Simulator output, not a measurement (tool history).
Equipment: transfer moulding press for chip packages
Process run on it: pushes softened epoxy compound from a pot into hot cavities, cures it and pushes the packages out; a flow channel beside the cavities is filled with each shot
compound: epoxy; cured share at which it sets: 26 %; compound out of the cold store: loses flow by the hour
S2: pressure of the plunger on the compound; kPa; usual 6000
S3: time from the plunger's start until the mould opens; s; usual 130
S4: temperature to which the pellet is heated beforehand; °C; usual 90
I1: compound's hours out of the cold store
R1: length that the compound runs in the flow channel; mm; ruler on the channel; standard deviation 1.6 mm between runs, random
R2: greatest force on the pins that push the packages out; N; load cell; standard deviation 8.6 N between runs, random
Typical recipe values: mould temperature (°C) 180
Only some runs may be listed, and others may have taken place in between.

{"run": 1, "hour": 0.0, "mould temperature (°C)": 180, "S2": 6000, "S3": 130, "S4": 90, "I1": 27.8, "R1": 623, "R2": 711}
{"run": 2, "hour": 6.5, "mould temperature (°C)": 180, "S2": 6000, "S3": 130, "S4": 82, "I1": 18.1, "R1": 642, "R2": 728}
{"run": 3, "hour": 15.6, "mould temperature (°C)": 180, "S2": 6000, "S3": 130, "S4": 90, "I1": 16.9, "R1": 639, "R2": 716}
{"run": 4, "hour": 22.0, "mould temperature (°C)": 180, "S2": 6000, "S3": 130, "S4": 90, "I1": 16.9, "R1": 639, "R2": 726}
{"run": 5, "hour": 30.9, "mould temperature (°C)": 180, "S2": 6000, "S3": 130, "S4": 90, "I1": 42.6, "R1": 593, "R2": 717}
{"hour": 35.9, "done": "cavities cleaned with cleaning compound and waxed"}
{"run": 6, "hour": 39.3, "mould temperature (°C)": 180, "S2": 6000, "S3": 130, "S4": 90, "I1": 10.6, "R1": 649, "R2": 541}
{"run": 7, "hour": 48.0, "mould temperature (°C)": 180, "S2": 6000, "S3": 130, "S4": 99, "I1": 26.3, "R1": 618, "R2": 566}
{"run": 8, "hour": 57.6, "mould temperature (°C)": 180, "S2": 6000, "S3": 130, "S4": 90, "I1": 17.7, "R1": 632, "R2": 585}
{"hour": 61.6, "done": "plunger's sealing rings changed"}
{"run": 9, "hour": 64.8, "mould temperature (°C)": 180, "S2": 6000, "S3": 130, "S4": 90, "I1": 18.3, "R1": 666, "R2": 617}
{"run": 10, "hour": 70.5, "mould temperature (°C)": 180, "S2": 6000, "S3": 130, "S4": 90, "I1": 21.5, "R1": 662, "R2": 613}
{"run": 11, "hour": 78.0, "mould temperature (°C)": 180, "S2": 6000, "S3": 130, "S4": 90, "I1": 31.8, "R1": 640, "R2": 628}
{"run": 12, "hour": 83.3, "mould temperature (°C)": 180, "S2": 6000, "S3": 130, "S4": 90, "I1": 40.3, "R1": 622, "R2": 621}
{"run": 13, "hour": 89.6, "mould temperature (°C)": 180, "S2": 6000, "S3": 130, "S4": 95, "I1": 11.6, "R1": 676, "R2": 667}
{"run": 14, "hour": 97.0, "mould temperature (°C)": 180, "S2": 6000, "S3": 130, "S4": 95, "I1": 8.2, "R1": 681, "R2": 665}
{"run": 15, "hour": 104.5, "mould temperature (°C)": 180, "S2": 5850, "S3": 170, "S4": 99, "I1": 34.7, "R1": 622, "R2": 509}
{"run": 16, "hour": 113.5, "mould temperature (°C)": 180, "S2": 5850, "S3": 170, "S4": 99, "I1": 40.5, "R1": 610, "R2": 526}
{"run": 17, "hour": 121.5, "mould temperature (°C)": 180, "S2": 5850, "S3": 170, "S4": 99, "I1": 21.3, "R1": 645, "R2": 524}
{"run": 18, "hour": 127.3, "mould temperature (°C)": 180, "S2": 5060, "S3": 170, "S4": 99, "I1": 37.6, "R1": 571, "R2": 536}
{"run": 19, "hour": 136.7, "mould temperature (°C)": 180, "S2": 5060, "S3": 170, "S4": 99, "I1": 19.2, "R1": 600, "R2": 552}
{"run": 20, "hour": 146.3, "mould temperature (°C)": 172, "S2": 5850, "S3": 166, "S4": 92, "I1": 9.7, "R1": 691, "R2": 762}

Alternative continuations, all from the tool just after run 20; predict every row:
{"hour": 151.7, "done": "cavities cleaned with cleaning compound and waxed"}
{"run": "A", "hour": 154.4, "mould temperature (°C)": 180, "S2": 5270, "S3": 130, "S4": 90, "I1": 15.7, "R1": "?", "R2": "?"}
{"hour": 151.7, "done": "cavities cleaned with cleaning compound and waxed"}
{"run": "B", "hour": 154.4, "mould temperature (°C)": 172, "S2": 5950, "S3": 166, "S4": 92, "I1": 30.9, "R1": "?", "R2": "?"}
{"hour": 151.7, "done": "cavities cleaned with cleaning compound and waxed"}
{"run": "C", "hour": 154.4, "mould temperature (°C)": 180, "S2": 5650, "S3": 130, "S4": 90, "I1": 12.7, "R1": "?", "R2": "?"}

run=A R1=619 R2=537
run=B R1=658 R2=548
run=C R1=646 R2=544
What these runs would have given with no unlogged condition in the tool:
run=A R1=631 R2=529
run=B R1=671 R2=540
run=C R1=659 R2=536

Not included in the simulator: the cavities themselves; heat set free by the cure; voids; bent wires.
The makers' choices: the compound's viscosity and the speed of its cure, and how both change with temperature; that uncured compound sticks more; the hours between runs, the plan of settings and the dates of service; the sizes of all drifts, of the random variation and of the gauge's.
